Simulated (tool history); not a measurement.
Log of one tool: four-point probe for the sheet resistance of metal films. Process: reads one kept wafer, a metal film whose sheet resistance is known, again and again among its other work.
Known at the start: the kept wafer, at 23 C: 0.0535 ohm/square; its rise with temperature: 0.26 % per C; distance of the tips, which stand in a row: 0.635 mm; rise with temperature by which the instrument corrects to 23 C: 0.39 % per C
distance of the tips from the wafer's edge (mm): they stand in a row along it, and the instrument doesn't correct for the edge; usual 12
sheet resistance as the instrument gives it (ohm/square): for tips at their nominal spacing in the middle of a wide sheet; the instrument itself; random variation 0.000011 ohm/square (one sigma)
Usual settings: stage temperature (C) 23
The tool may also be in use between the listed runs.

run     day  stage temperature (C)  distance of the tips from the wafer's edge (mm)  sheet resistance as the instrument gives it (ohm/square)
  1       0                     23                                               12                                                  0.053572
  2   0.829                     23                                               12                                                  0.053576
  3   1.567                     23                                               12                                                  0.053559
  4   2.804                     23                                               12                                                   0.05358
  5   3.542                     23                                               12                                                  0.053557
  6   4.462                     23                                               12                                                  0.053592
  7   5.442                     23                                               12                                                  0.053579
  8   6.604                     23                                               12                                                  0.053551
  9   7.708                     23                                               12                                                  0.053581
 10   8.438                     23                                               15                                                  0.053541
 11   9.533                     23                                               15                                                  0.053541
 12  10.192                     32                                               12                                                  0.053019
 13  11.212                     32                                               12                                                  0.052995
 14  11.821                     23                                               12                                                  0.053592
 15  12.821                     23                                               12                                                  0.053572
 16  13.483                     26                                               12                                                  0.053375
 17  14.342                     26                                               12                                                  0.053413
 18  15.183                     26                                               12                                                  0.053388
 19  16.275                     23                                               12                                                  0.053573
 20  17.583                     25                                               12                                                  0.053461
 21  18.771                     25                                               12                                                  0.053454
 22   20.05                     25                                               12                                                  0.053447
 23  21.038                     23                                               12                                                  0.053596
 24  22.296                     27                                                7                                                  0.053466
 25  23.058                     32                                                7                                                  0.053173
 26  24.092                     21                                               20                                                  0.053672
 27  25.212                     28                                               24                                                  0.053184
 28  26.004                     22                                               33                                                  0.053594
 29  27.312                     23                                                3                                                  0.054765
 30  28.404                     27                                                7                                                  0.053493
 31  29.242                     27                                                7                                                  0.053468
 32  30.483                     28                                                9                                                  0.053329
 33  31.138                     28                                                9                                                  0.053336
 34  31.829                     34                                               33                                                  0.052817
 35  32.771                     22                                               24                                                  0.053582
 36  33.683                     29                                                5                                                  0.053584
 37  34.354                     23                                               54                                                  0.053512
 38  34.975                     23                                                8                                                  0.053667
 39  36.083                     18                                               12                                                  0.053905
 40  37.271                     27                                               31                                                  0.053261
 41  38.212                     28                                               12                                                  0.053261
 42  39.358                     29                                               12                                                  0.053182
 43  40.021                     21                                               37                                                  0.053637
 44  40.854                     21                                               37                                                   0.05362
 45  41.921                     21                                               37                                                  0.053651
 46  42.521                     30                                                6                                                  0.053375

Forecast each of these 3 alternatives for the next run:
  A  43.392                     27                                               12                                                         ?
  B  43.392                     23                                               13                                                         ?
  C  43.392                     33                                               12                                                         ?

run  sheet resistance as the instrument gives it (ohm/square)
  A                                                  0.053328
  B                                                  0.053575
  C                                                  0.052936
Without the tool's hidden state the same runs would have given:
run  sheet resistance as the instrument gives it (ohm/square)
  A                                                  0.053328
  B                                                  0.053575
  C                                                  0.052935
